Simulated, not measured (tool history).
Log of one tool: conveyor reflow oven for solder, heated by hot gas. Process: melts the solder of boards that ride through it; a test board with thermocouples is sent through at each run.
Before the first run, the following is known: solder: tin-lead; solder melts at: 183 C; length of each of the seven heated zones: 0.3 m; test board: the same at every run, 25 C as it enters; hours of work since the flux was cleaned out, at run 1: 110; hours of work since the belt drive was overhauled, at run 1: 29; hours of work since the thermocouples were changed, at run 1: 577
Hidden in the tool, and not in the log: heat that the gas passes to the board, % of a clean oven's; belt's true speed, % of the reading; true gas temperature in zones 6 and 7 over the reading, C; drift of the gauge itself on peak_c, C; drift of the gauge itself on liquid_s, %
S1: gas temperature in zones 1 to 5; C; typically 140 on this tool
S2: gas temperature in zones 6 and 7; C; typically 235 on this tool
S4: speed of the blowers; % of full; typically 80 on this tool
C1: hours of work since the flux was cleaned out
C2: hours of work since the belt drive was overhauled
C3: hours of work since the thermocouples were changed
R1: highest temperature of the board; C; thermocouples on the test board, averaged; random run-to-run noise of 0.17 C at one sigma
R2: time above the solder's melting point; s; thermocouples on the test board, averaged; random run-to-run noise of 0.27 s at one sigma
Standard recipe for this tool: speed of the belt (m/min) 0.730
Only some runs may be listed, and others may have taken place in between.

Run 1, day 0.000: usual settings; C1 110; C2 29; C3 577. Result: R1 218.1 C, R2 37.3 s.
Run 2, day 0.379: usual settings; C1 115; C2 35; C3 583. Result: R1 217.9 C, R2 37.2 s.
Run 3, day 0.712: usual settings; C1 120; C2 40; C3 588. Result: R1 217.9 C, R2 37.2 s.
Run 4, day 0.962: usual settings; C1 124; C2 44; C3 591. Result: R1 218.0 C, R2 37.9 s.
Run 5, day 1.217: usual settings; C1 128; C2 48; C3 595. Result: R1 218.0 C, R2 37.6 s.
Run 6, day 1.383: usual settings but S1 144 C; C1 131; C2 50; C3 598. Result: R1 218.8 C, R2 38.9 s.
Run 7, day 1.771: usual settings but S1 144 C; C1 137; C2 56; C3 604. Result: R1 218.8 C, R2 38.9 s.
Run 8, day 2.112: usual settings but S1 144 C; C1 142; C2 61; C3 609. Result: R1 218.8 C, R2 38.6 s.
Run 9, day 2.450: usual settings but S4 71 % of full; C1 147; C2 67; C3 614. Result: R1 215.9 C, R2 36.4 s.
Run 10, day 2.667: usual settings but S4 71 % of full; C1 150; C2 70; C3 618. Result: R1 216.3 C, R2 36.6 s.
Run 11, day 2.862: usual settings but S4 71 % of full; C1 153; C2 73; C3 621. Result: R1 216.0 C, R2 36.5 s.
Run 12, day 3.146: usual settings but S4 71 % of full; C1 158; C2 77; C3 625. Result: R1 215.7 C, R2 36.5 s.
Run 13, day 3.358: usual settings but S1 143 C; C1 161; C2 81; C3 628. Result: R1 218.4 C, R2 38.3 s.
At day 3.546: belt drive overhauled, speed set with a stopwatch.
Run 14, day 3.833: usual settings but speed of the belt (m/min) 0.656; C1 166; C2 4; C3 633. Result: R1 221.2 C, R2 43.5 s.
Run 15, day 4.062: usual settings but S1 127 C, speed of the belt (m/min) 0.656, S4 57 % of full; C1 169; C2 8; C3 637. Result: R1 213.8 C, R2 36.3 s.
Run 16, day 4.354: usual settings but S2 240 C; C1 174; C2 12; C3 641. Result: R1 221.6 C, R2 39.5 s.
Run 17, day 4.617: usual settings but S1 139 C, S2 233 C, speed of the belt (m/min) 0.689; C1 178; C2 16; C3 645. Result: R1 217.6 C, R2 39.4 s.
Run 18, day 4.838: usual settings but S1 139 C, S2 233 C, speed of the belt (m/min) 0.689; C1 181; C2 20; C3 648. Result: R1 217.6 C, R2 39.5 s.
Run 19, day 5.175: usual settings but S1 127 C, S2 245 C, speed of the belt (m/min) 0.714, S4 76 % of full; C1 186; C2 25; C3 654. Result: R1 223.7 C, R2 38.7 s.
At day 5.375: belt drive overhauled, speed set with a stopwatch, once more.
Run 20, day 5.512: usual settings but S1 144 C, S2 243 C, speed of the belt (m/min) 0.752, S4 82 % of full; C1 189; C2 2; C3 656. Result: R1 224.7 C, R2 40.3 s.
Run 21, day 5.879: usual settings but S1 133 C, S2 240 C, speed of the belt (m/min) 0.591, S4 76 % of full; C1 195; C2 8; C3 662. Result: R1 227.1 C, R2 50.0 s.
Run 22, day 6.200: usual settings but S1 133 C, S2 244 C, speed of the belt (m/min) 0.591, S4 76 % of full; C1 200; C2 13; C3 667. Result: R1 230.2 C, R2 51.6 s.
Run 23, day 6.396: usual settings but speed of the belt (m/min) 0.773; C1 203; C2 16; C3 670. Result: R1 215.5 C, R2 33.5 s.
Run 24, day 6.638: usual settings but speed of the belt (m/min) 0.773; C1 206; C2 19; C3 673. Result: R1 215.0 C, R2 33.3 s.
Run 25, day 6.929: usual settings but speed of the belt (m/min) 0.773; C1 211; C2 24; C3 678. Result: R1 215.6 C, R2 34.0 s.

What if the next run were any one of these 5? Each begins from the tool's condition after run 25:
Run A, day 7.138: usual settings but S2 244 C, speed of the belt (m/min) 0.718; C1 214; C2 27; C3 681. Result: R1 ?, R2 ?.
Run B, day 7.138: usual settings but S1 149 C; C1 214; C2 27; C3 681. Result: R1 ?, R2 ?.
Run C, day 7.138: usual settings but S2 229 C, speed of the belt (m/min) 0.773, S4 51 % of full; C1 214; C2 27; C3 681. Result: R1 ?, R2 ?.
Run D, day 7.138: usual settings but S1 126 C, S2 224 C, speed of the belt (m/min) 0.773; C1 214; C2 27; C3 681. Result: R1 ?, R2 ?.
Run E, day 7.138: usual settings but S2 238 C; C1 214; C2 27; C3 681. Result: R1 ?, R2 ?.

run     R1    R2
  A  225.5  41.6
  B  219.1  40.3
  C  203.5  25.1
  D  203.1  23.6
  E  219.8  38.5
What these runs would have given with no unlogged condition in the tool:
run     R1    R2
  A  226.4  41.9
  B  219.7  40.7
  C  204.2  25.8
  D  204.1  24.7
  E  220.6  39.0
